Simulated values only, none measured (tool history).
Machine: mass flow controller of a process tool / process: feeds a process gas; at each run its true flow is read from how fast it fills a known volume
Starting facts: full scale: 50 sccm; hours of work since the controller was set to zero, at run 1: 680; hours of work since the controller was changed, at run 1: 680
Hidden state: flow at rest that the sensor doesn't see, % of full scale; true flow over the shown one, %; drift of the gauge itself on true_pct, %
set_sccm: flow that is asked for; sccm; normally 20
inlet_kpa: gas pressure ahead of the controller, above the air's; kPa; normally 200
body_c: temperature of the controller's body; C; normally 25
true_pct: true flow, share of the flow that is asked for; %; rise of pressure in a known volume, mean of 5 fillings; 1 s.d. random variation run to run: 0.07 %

| run | hour | set_sccm | inlet_kpa | body_c | hours of work since the controller was set to zero | hours of work since the controller was changed | true_pct |
|---|---|---|---|---|---|---|---|
| 1 | 0 | 20 | 200 | 25 | 680 | 680 | 98.26 |
| 2 | 118.1 | 20 | 200 | 29 | 722 | 722 | 98.02 |
| 3 | 237 | 20 | 200 | 34 | 764 | 764 | 97.93 |
| 4 | 320.3 | 20 | 200 | 34 | 794 | 794 | 97.94 |
| 5 | 421.4 | 20 | 200 | 28 | 829 | 829 | 98.08 |
| 6 | 525.6 | 20 | 225 | 25 | 866 | 866 | 98.24 |
| 7 | 628.9 | 16 | 200 | 25 | 903 | 903 | 98.06 |
| 8 | 697.9 | 16 | 200 | 25 | 928 | 928 | 97.94 |
| 9 | 762.9 | 20 | 200 | 25 | 951 | 951 | 98.11 |
| 10 | 860.4 | 8 | 200 | 25 | 985 | 985 | 97.12 |
| 11 | 969.5 | 20 | 200 | 25 | 1024 | 1024 | 98.3 |
| 12 | 1084.7 | 20 | 200 | 25 | 1065 | 1065 | 98.27 |
| 13 | 1148.4 | 20 | 200 | 25 | 1087 | 1087 | 98.32 |
| 14 | 1219 | 20 | 200 | 25 | 1112 | 1112 | 98.3 |
| 15 | 1288 | 20 | 187 | 33 | 1137 | 1137 | 98.02 |
| 16 | 1348.8 | 20 | 187 | 33 | 1159 | 1159 | 98.15 |
| 17 | 1430.1 | 20 | 176 | 36 | 1187 | 1187 | 98.03 |
| 18 | 1479.9 | 20 | 176 | 36 | 1205 | 1205 | 97.95 |
|  | 1485.9 | controller's zero set anew |
| 19 | 1542.2 | 9 | 146 | 23 | 20 | 1227 | 96.92 |
| 20 | 1640 | 10 | 146 | 22 | 55 | 1262 | 97.13 |
| 21 | 1748.3 | 6 | 263 | 23 | 93 | 1300 | 96 |
| 22 | 1807.5 | 6 | 263 | 23 | 114 | 1321 | 95.91 |
| 23 | 1913 | 40 | 201 | 29 | 152 | 1359 | 99.42 |
| 24 | 2007 | 40 | 270 | 21 | 185 | 1392 | 99.61 |
|  | 2064.2 | controller's zero set anew, once more |
| 25 | 2070 | 20 | 179 | 25 | 2 | 1414 | 98.69 |
| 26 | 2169.8 | 20 | 179 | 28 | 37 | 1450 | 98.54 |

Some steps in true_pct, run to run, broken into two amounts with sign: the step expected even without the hidden condition (settings, incoming material, random variation), and the rest, left for the hidden condition together with whatever gauge scatter is not in both the measured and the hidden-condition-free result:
Run 10 -> 11: set_sccm 8 -> 20. true_pct +1.18 %: hidden state +0.41, all else +0.77.
Run 18 -> 19: set_sccm 20 -> 9, inlet_kpa 176 -> 146, body_c 36 -> 23, controller's zero set anew. true_pct -1.03 %: hidden state -0.74, all else -0.29.
Run 22 -> 23: set_sccm 6 -> 40, inlet_kpa 263 -> 201, body_c 23 -> 29. true_pct +3.51 %: hidden state +1.44, all else +2.07.
